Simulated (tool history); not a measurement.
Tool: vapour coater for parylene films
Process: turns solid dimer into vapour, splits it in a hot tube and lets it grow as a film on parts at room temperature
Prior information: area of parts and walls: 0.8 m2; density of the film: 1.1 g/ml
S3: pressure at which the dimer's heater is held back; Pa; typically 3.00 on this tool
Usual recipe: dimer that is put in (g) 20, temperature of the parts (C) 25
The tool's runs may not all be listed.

{"run": 1, "hour": 0.0, "dimer that is put in (g)": 20, "temperature of the parts (C)": 25, "S3": 3.0, "thickness of the film (um)": 10.89}
{"run": 2, "hour": 14.1, "dimer that is put in (g)": 20, "temperature of the parts (C)": 25, "S3": 3.0, "thickness of the film (um)": 10.76}
{"run": 3, "hour": 26.7, "dimer that is put in (g)": 20, "temperature of the parts (C)": 25, "S3": 3.0, "thickness of the film (um)": 10.77}
{"run": 4, "hour": 40.0, "dimer that is put in (g)": 20, "temperature of the parts (C)": 25, "S3": 3.0, "thickness of the film (um)": 10.84}
{"run": 5, "hour": 48.8, "dimer that is put in (g)": 20, "temperature of the parts (C)": 25, "S3": 3.0, "thickness of the film (um)": 10.71}
{"run": 6, "hour": 67.5, "dimer that is put in (g)": 20, "temperature of the parts (C)": 25, "S3": 3.0, "thickness of the film (um)": 10.66}
{"run": 7, "hour": 81.5, "dimer that is put in (g)": 20, "temperature of the parts (C)": 25, "S3": 3.0, "thickness of the film (um)": 10.78}
{"run": 8, "hour": 101.5, "dimer that is put in (g)": 20, "temperature of the parts (C)": 25, "S3": 3.0, "thickness of the film (um)": 10.67}
{"hour": 108.3, "done": "trap's valve overhauled"}
{"run": 9, "hour": 125.8, "dimer that is put in (g)": 20, "temperature of the parts (C)": 25, "S3": 3.0, "thickness of the film (um)": 9.31}
{"hour": 142.6, "done": "trap's valve overhauled, once more"}
{"run": 10, "hour": 144.5, "dimer that is put in (g)": 20, "temperature of the parts (C)": 25, "S3": 3.0, "thickness of the film (um)": 12.32}
{"run": 11, "hour": 162.1, "dimer that is put in (g)": 20, "temperature of the parts (C)": 25, "S3": 3.0, "thickness of the film (um)": 12.29}
{"run": 12, "hour": 174.5, "dimer that is put in (g)": 20, "temperature of the parts (C)": 25, "S3": 3.0, "thickness of the film (um)": 12.37}
{"run": 13, "hour": 185.9, "dimer that is put in (g)": 20, "temperature of the parts (C)": 25, "S3": 3.0, "thickness of the film (um)": 12.33}
{"run": 14, "hour": 203.4, "dimer that is put in (g)": 20, "temperature of the parts (C)": 25, "S3": 3.0, "thickness of the film (um)": 12.17}
{"run": 15, "hour": 220.3, "dimer that is put in (g)": 20, "temperature of the parts (C)": 25, "S3": 3.0, "thickness of the film (um)": 12.16}
{"run": 16, "hour": 233.4, "dimer that is put in (g)": 20, "temperature of the parts (C)": 25, "S3": 3.0, "thickness of the film (um)": 12.26}
{"run": 17, "hour": 249.1, "dimer that is put in (g)": 20, "temperature of the parts (C)": 25, "S3": 3.0, "thickness of the film (um)": 12.08}
{"run": 18, "hour": 264.6, "dimer that is put in (g)": 20, "temperature of the parts (C)": 36, "S3": 3.0, "thickness of the film (um)": 9.29}
{"run": 19, "hour": 274.3, "dimer that is put in (g)": 20, "temperature of the parts (C)": 36, "S3": 3.0, "thickness of the film (um)": 9.22}
{"run": 20, "hour": 288.9, "dimer that is put in (g)": 20, "temperature of the parts (C)": 25, "S3": 3.0, "thickness of the film (um)": 12.14}
{"run": 21, "hour": 308.5, "dimer that is put in (g)": 20, "temperature of the parts (C)": 25, "S3": 3.0, "thickness of the film (um)": 11.95}
{"run": 22, "hour": 325.0, "dimer that is put in (g)": 20, "temperature of the parts (C)": 25, "S3": 5.2, "thickness of the film (um)": 10.71}
{"run": 23, "hour": 338.4, "dimer that is put in (g)": 20, "temperature of the parts (C)": 25, "S3": 6.94, "thickness of the film (um)": 10.31}
{"run": 24, "hour": 358.8, "dimer that is put in (g)": 20, "temperature of the parts (C)": 25, "S3": 6.94, "thickness of the film (um)": 10.17}
{"run": 25, "hour": 368.5, "dimer that is put in (g)": 8, "temperature of the parts (C)": 25, "S3": 6.94, "thickness of the film (um)": 4.08}
{"run": 26, "hour": 388.1, "dimer that is put in (g)": 28, "temperature of the parts (C)": 36, "S3": 8.29, "thickness of the film (um)": 10.5}
{"run": 27, "hour": 405.7, "dimer that is put in (g)": 11, "temperature of the parts (C)": 21, "S3": 4.95, "thickness of the film (um)": 6.67}
{"run": 28, "hour": 415.4, "dimer that is put in (g)": 20, "temperature of the parts (C)": 26, "S3": 2.11, "thickness of the film (um)": 12.19}
{"run": 29, "hour": 428.6, "dimer that is put in (g)": 20, "temperature of the parts (C)": 22, "S3": 3.0, "thickness of the film (um)": 12.66}
{"run": 30, "hour": 437.4, "dimer that is put in (g)": 18, "temperature of the parts (C)": 28, "S3": 4.27, "thickness of the film (um)": 9.17}
{"run": 31, "hour": 451.9, "dimer that is put in (g)": 18, "temperature of the parts (C)": 28, "S3": 4.27, "thickness of the film (um)": 9.06}
{"run": 32, "hour": 470.3, "dimer that is put in (g)": 20, "temperature of the parts (C)": 24, "S3": 3.05, "thickness of the film (um)": 11.74}
{"run": 33, "hour": 478.7, "dimer that is put in (g)": 20, "temperature of the parts (C)": 25, "S3": 2.94, "thickness of the film (um)": 11.69}
{"run": 34, "hour": 491.3, "dimer that is put in (g)": 20, "temperature of the parts (C)": 20, "S3": 4.69, "thickness of the film (um)": 12.07}
{"run": 35, "hour": 500.5, "dimer that is put in (g)": 21, "temperature of the parts (C)": 25, "S3": 5.57, "thickness of the film (um)": 10.86}
{"run": 36, "hour": 517.8, "dimer that is put in (g)": 17, "temperature of the parts (C)": 17, "S3": 9.26, "thickness of the film (um)": 9.79}
{"run": 37, "hour": 528.6, "dimer that is put in (g)": 17, "temperature of the parts (C)": 17, "S3": 3.41, "thickness of the film (um)": 11.79}
{"run": 38, "hour": 546.5, "dimer that is put in (g)": 14, "temperature of the parts (C)": 23, "S3": 7.15, "thickness of the film (um)": 7.24}
{"run": 39, "hour": 559.1, "dimer that is put in (g)": 20, "temperature of the parts (C)": 25, "S3": 5.81, "thickness of the film (um)": 10.19}
{"run": 40, "hour": 570.5, "dimer that is put in (g)": 20, "temperature of the parts (C)": 31, "S3": 5.81, "thickness of the film (um)": 8.73}
{"run": 41, "hour": 585.1, "dimer that is put in (g)": 20, "temperature of the parts (C)": 31, "S3": 5.81, "thickness of the film (um)": 8.78}
{"run": 42, "hour": 601.2, "dimer that is put in (g)": 20, "temperature of the parts (C)": 31, "S3": 5.81, "thickness of the film (um)": 8.77}
{"run": 43, "hour": 613.2, "dimer that is put in (g)": 20, "temperature of the parts (C)": 31, "S3": 5.81, "thickness of the film (um)": 8.53}
{"run": 44, "hour": 631.9, "dimer that is put in (g)": 10, "temperature of the parts (C)": 25, "S3": 3.0, "thickness of the film (um)": 5.66}
{"run": 45, "hour": 640.9, "dimer that is put in (g)": 23, "temperature of the parts (C)": 33, "S3": 3.0, "thickness of the film (um)": 10.72}
{"run": 46, "hour": 657.8, "dimer that is put in (g)": 23, "temperature of the parts (C)": 33, "S3": 3.0, "thickness of the film (um)": 10.62}
{"run": 47, "hour": 677.3, "dimer that is put in (g)": 23, "temperature of the parts (C)": 33, "S3": 3.4, "thickness of the film (um)": 10.29}

Each row is a separate what-if for the run after 47, all from the same tool condition, not one after another. Results?
{"run": "A", "hour": 687.3, "dimer that is put in (g)": 8, "temperature of the parts (C)": 29, "S3": 4.39, "thickness of the film (um)": "?"}
{"run": "B", "hour": 687.3, "dimer that is put in (g)": 28, "temperature of the parts (C)": 18, "S3": 3.4, "thickness of the film (um)": "?"}
{"run": "C", "hour": 687.3, "dimer that is put in (g)": 19, "temperature of the parts (C)": 19, "S3": 5.0, "thickness of the film (um)": "?"}
{"run": "D", "hour": 687.3, "dimer that is put in (g)": 16, "temperature of the parts (C)": 19, "S3": 2.73, "thickness of the film (um)": "?"}

run=A thickness_of_the_film_(um)=3.85
run=B thickness_of_the_film_(um)=18.04
run=C thickness_of_the_film_(um)=11.42
run=D thickness_of_the_film_(um)=10.58
Stripped of hidden state, with their random variation kept, the same runs would have yielded:
run=A thickness_of_the_film_(um)=4.30
run=B thickness_of_the_film_(um)=20.13
run=C thickness_of_the_film_(um)=12.74
run=D thickness_of_the_film_(um)=11.80

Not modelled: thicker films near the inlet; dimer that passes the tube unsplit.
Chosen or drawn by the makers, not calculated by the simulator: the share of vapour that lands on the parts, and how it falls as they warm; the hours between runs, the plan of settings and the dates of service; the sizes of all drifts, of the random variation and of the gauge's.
